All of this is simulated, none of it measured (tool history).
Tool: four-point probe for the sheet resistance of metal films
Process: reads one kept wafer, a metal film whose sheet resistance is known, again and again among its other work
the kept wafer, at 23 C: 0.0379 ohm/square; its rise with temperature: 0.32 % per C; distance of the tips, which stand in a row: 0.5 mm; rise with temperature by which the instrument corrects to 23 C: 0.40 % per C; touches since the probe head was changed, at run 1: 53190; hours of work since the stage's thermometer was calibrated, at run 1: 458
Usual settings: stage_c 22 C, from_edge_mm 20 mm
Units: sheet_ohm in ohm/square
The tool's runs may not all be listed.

| run | hour | stage_c | from_edge_mm | touches since the probe head was changed | hours of work since the stage's thermometer was calibrated | sheet_ohm |
|---|---|---|---|---|---|---|
| 1 | 0.0 | 22 | 20 | 53190 | 458 | 0.038028 |
| 2 | 39.5 | 22 | 20 | 55658 | 487 | 0.038041 |
| 3 | 117.5 | 22 | 20 | 60528 | 544 | 0.038055 |
| 4 | 153.8 | 22 | 20 | 62789 | 570 | 0.038075 |
|  | 158.5 | stage's thermometer calibrated |
| 5 | 191.2 | 22 | 20 | 65092 | 24 | 0.038064 |
| 6 | 258.7 | 22 | 20 | 69311 | 73 | 0.038074 |
| 7 | 335.3 | 22 | 20 | 74089 | 129 | 0.038090 |
| 8 | 413.9 | 28 | 12 | 78998 | 186 | 0.037943 |
| 9 | 480.4 | 31 | 48 | 83151 | 234 | 0.037845 |
| 10 | 543.3 | 31 | 48 | 87074 | 280 | 0.037840 |
|  | 578.2 | stage's thermometer calibrated, once more |
| 11 | 602.8 | 31 | 48 | 90762 | 18 | 0.037918 |
| 12 | 660.5 | 20 | 27 | 94364 | 60 | 0.038244 |

3 ways to go on from here, each from the tool as it stands after run 12. What would each give?
| A | 703.0 | 22 | 69 | 97015 | 91 | ? |
| B | 703.0 | 33 | 52 | 97015 | 91 | ? |
| C | 703.0 | 23 | 9 | 97015 | 91 | ? |

| run | sheet_ohm |
|---|---|
| A | 0.038168 |
| B | 0.037876 |
| C | 0.038225 |
Without the tool's hidden state the same runs would have given:
| run | sheet_ohm |
|---|---|
| A | 0.037914 |
| B | 0.037624 |
| C | 0.037970 |

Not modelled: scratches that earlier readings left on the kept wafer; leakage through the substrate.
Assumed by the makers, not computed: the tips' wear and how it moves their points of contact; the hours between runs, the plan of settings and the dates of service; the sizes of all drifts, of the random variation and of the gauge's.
